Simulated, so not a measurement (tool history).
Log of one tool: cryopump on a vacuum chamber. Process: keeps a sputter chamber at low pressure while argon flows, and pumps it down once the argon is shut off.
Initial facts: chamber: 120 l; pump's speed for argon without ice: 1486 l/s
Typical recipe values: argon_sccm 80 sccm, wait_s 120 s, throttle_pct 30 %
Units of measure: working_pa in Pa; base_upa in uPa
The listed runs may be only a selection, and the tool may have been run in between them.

run	hour	argon_sccm	wait_s	throttle_pct	working_pa	base_upa
1	0	80	120	30	0.3093	2.44
2	21.1	80	120	30	0.3089	2.43
3	44.9	80	120	30	0.3085	2.47
4	68.2	80	120	30	0.3096	2.4
5	101.1	80	120	30	0.3089	2.58
6	128.7	80	208	30	0.3079	2.38
7	162.2	80	208	30	0.3119	2.41
8	203.1	80	208	30	0.3115	2.45
9	241	80	47	30	0.3147	3.41
10	270.6	80	120	30	0.3155	2.73
11	300.1	80	120	30	0.3147	2.75
12	323.4	80	120	30	0.3178	2.79
13	365.7	80	120	30	0.3178	2.8
14	385.9	80	120	30	0.3176	2.87
15	407.5	80	44	30	0.3201	3.65
16	433	80	44	30	0.3189	3.7
17	466.6	33	44	30	0.1329	3.63
18	490.9	152	104	22	0.8183	3

For run 19, what comes out?
19	510.5	40	95	55	?	?

Run 19 measured working_pa 0.0927 Pa, base_upa 3.14 uPa.
The same run, on a tool lacking any hidden state, would have yielded working_pa 0.0831 Pa, base_upa 0.77 uPa.

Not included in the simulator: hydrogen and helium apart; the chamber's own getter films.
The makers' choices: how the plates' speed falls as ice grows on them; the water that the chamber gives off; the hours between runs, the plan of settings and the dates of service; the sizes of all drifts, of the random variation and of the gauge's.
